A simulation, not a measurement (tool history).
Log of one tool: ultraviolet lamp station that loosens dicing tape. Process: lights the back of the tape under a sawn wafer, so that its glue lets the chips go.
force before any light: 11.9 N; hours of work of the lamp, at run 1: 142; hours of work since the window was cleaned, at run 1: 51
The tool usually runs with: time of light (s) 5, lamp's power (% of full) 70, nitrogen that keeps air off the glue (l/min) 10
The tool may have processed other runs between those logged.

run	day	time of light (s)	lamp's power (% of full)	nitrogen that keeps air off the glue (l/min)	hours of work of the lamp	hours of work since the window was cleaned	force that peels the tape off (N)	light that reached the tape (mJ/cm2)
1	0.000	5	70	10	142	51	0.449	309
2	0.196	5	70	10	145	54	0.454	309
3	0.575	5	70	10	151	60	0.440	309
4	0.888	5	70	10	156	65	0.438	304
5	1.158	5	70	10	160	69	0.445	307
6	1.388	5	70	10	164	73	0.441	309
7	1.767	5	70	10	170	79	0.451	305
8	1.971	2	70	10	173	82	2.966	125
9	2.288	5	70	10	178	87	0.445	305
10	2.596	5	70	10	183	92	0.462	305
11	2.900	9	70	10	188	97	0.150	559
12	3.150	5	70	11	192	101	0.418	313
13	3.338	5	77	10	195	104	0.362	338
14	3.629	5	63	10	199	108	0.580	279
15	4.000	5	70	10	205	114	0.449	302
16	4.317	5	70	10	210	119	0.448	307
17	4.479	5	67	10	213	122	0.482	296
18	4.721	3	70	10	217	126	1.420	181
19	5.025	3	74	10	222	131	1.333	196
20	5.258	3	74	10	225	134	1.301	198
21	5.479	3	74	10	229	138	1.270	191
22	5.825	3	74	10	234	143	1.335	197
23	6.129	4	74	13	239	148	0.564	259
24	6.404	4	74	13	243	152	0.575	262
25	6.729	2	96	10	249	158	1.702	168
26	6.962	4	96	10	252	161	0.345	339
27	7.271	8	90	11	257	166	0.146	629
28	7.642	4	68	11	263	172	0.809	240
29	7.904	9	70	11	267	176	0.145	550
30	8.071	10	70	9	270	179	0.155	617
31	8.321	9	69	3	274	183	0.281	550
32	8.646	4	74	4	279	188	1.331	260
33	8.825	8	67	4	282	191	0.330	470
34	9.017	2	84	16	285	194	1.805	146
35	9.283	5	70	15	289	198	0.338	308
36	9.446	5	72	4	292	201	0.864	316
37	9.825	3	67	9	298	207	1.682	179
38	10.167	5	86	10	303	212	0.283	380
39	10.488	5	78	9	308	217	0.371	340
40	10.696	4	61	10	312	221	1.081	216
41	11.071	4	61	10	318	227	1.057	215
# day 11.204: window cleaned of glue's vapour
42	11.458	5	70	14	324	4	0.364	310
43	11.642	5	61	8	326	7	0.754	271

Here are 4 independent what-if runs from the current tool condition. What would each one return?
A	11.875	9	96	3	330	11	?	?
B	11.875	2	70	10	330	11	?	?
C	11.875	5	93	14	330	11	?	?
D	11.875	10	65	15	330	11	?	?

run	force that peels the tape off (N)	light that reached the tape (mJ/cm2)
A	0.158	762
B	3.011	121
C	0.201	409
D	0.154	574
Take away the tool's hidden state, keep each run's random variation, and the runs would have read:
run	force that peels the tape off (N)	light that reached the tape (mJ/cm2)
A	0.158	762
B	3.007	122
C	0.200	409
D	0.154	575

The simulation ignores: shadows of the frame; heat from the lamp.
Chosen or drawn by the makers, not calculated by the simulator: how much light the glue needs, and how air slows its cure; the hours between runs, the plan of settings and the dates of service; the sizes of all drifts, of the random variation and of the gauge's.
